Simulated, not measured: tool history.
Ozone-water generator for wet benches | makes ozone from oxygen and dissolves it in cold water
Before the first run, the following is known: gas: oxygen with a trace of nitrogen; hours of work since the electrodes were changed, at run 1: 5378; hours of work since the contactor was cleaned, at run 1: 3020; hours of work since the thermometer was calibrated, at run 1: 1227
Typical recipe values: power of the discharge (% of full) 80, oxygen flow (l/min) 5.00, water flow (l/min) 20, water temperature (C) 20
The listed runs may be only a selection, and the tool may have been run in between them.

run    hour  power of the discharge (% of full)  oxygen flow (l/min)  water flow (l/min)  water temperature (C)  hours of work since the electrodes were changed  hours of work since the contactor was cleaned  hours of work since the thermometer was calibrated  dissolved ozone (ppm)  ozone in the gas ahead of the water (g/m3)
  1     0.0                                  80                 5.00                  20                     20                                             5378                                           3020                                                1227                   18.8                                       203.0
  2   101.0                                  80                 5.00                  20                     20                                             5479                                           3121                                                1327                   18.9                                       205.1
  3   230.4                                  80                 5.00                  20                     20                                             5608                                           3250                                                1456                   19.0                                       202.0
  4   446.7                                  80                 5.00                  20                     20                                             5823                                           3465                                                1671                   18.9                                       202.4
  5   628.1                                  80                 5.00                  20                     20                                             6004                                           3646                                                1852                   18.9                                       203.7
  6   772.2                                  80                 8.82                  20                     20                                             6147                                           3789                                                1995                   18.3                                       151.5
  7   985.1                                  80                 3.64                  20                     20                                             6359                                           4001                                                2207                   18.8                                       240.4
  8  1144.6                                  80                 3.64                  20                     20                                             6518                                           4160                                                2366                   18.7                                       240.1
  9  1260.4                                  80                 5.00                  20                     20                                             6633                                           4275                                                2482                   18.9                                       201.9
 10  1418.8                                  80                 5.00                  21                     20                                             6791                                           4433                                                2639                   18.3                                       203.2
 11  1612.6                                  80                 5.00                  21                     20                                             6984                                           4626                                                2832                   18.3                                       203.9
 12  1821.9                                  80                 5.00                  21                     20                                             7192                                           4834                                                3041                   18.0                                       202.6
     1856.3  -- water thermometer calibrated
 13  2034.4                                  80                 5.00                  20                     20                                             7404                                           5045                                                 177                   19.0                                       202.7
 14  2164.1                                  80                 5.00                  20                     20                                             7533                                           5175                                                 306                   18.9                                       205.0
 15  2352.4                                  80                 5.00                  20                     20                                             7720                                           5362                                                 494                   18.9                                       204.9
 16  2495.2                                  80                 5.00                  20                     20                                             7862                                           5504                                                 636                   18.8                                       201.9
 17  2700.6                                  52                 5.00                  26                     20                                             8067                                           5709                                                 841                   10.4                                       136.3
 18  2793.1                                  97                 5.00                  20                     17                                             8159                                           5801                                                 933                   23.4                                       241.7
 19  2963.1                                  97                 4.95                  14                     17                                             8328                                           5970                                                1102                   30.1                                       243.4
 20  3083.4                                  97                 4.95                  14                     17                                             8448                                           6090                                                1222                   30.7                                       245.4
 21  3288.7                                  82                 4.95                  14                     27                                             8652                                           6294                                                1426                   21.6                                       208.4

Expected results for the next run?
 22  3389.2                                  82                 5.83                  14                     27                                             8752                                           6394                                                1526                      ?                                           ?

Run 22 came out at dissolved ozone (ppm) 21.2, ozone in the gas ahead of the water (g/m3) 192.2.
Were there no unlogged condition in the tool, this run, its random variation unchanged, would have produced dissolved ozone (ppm) 21.2, ozone in the gas ahead of the water (g/m3) 192.5.
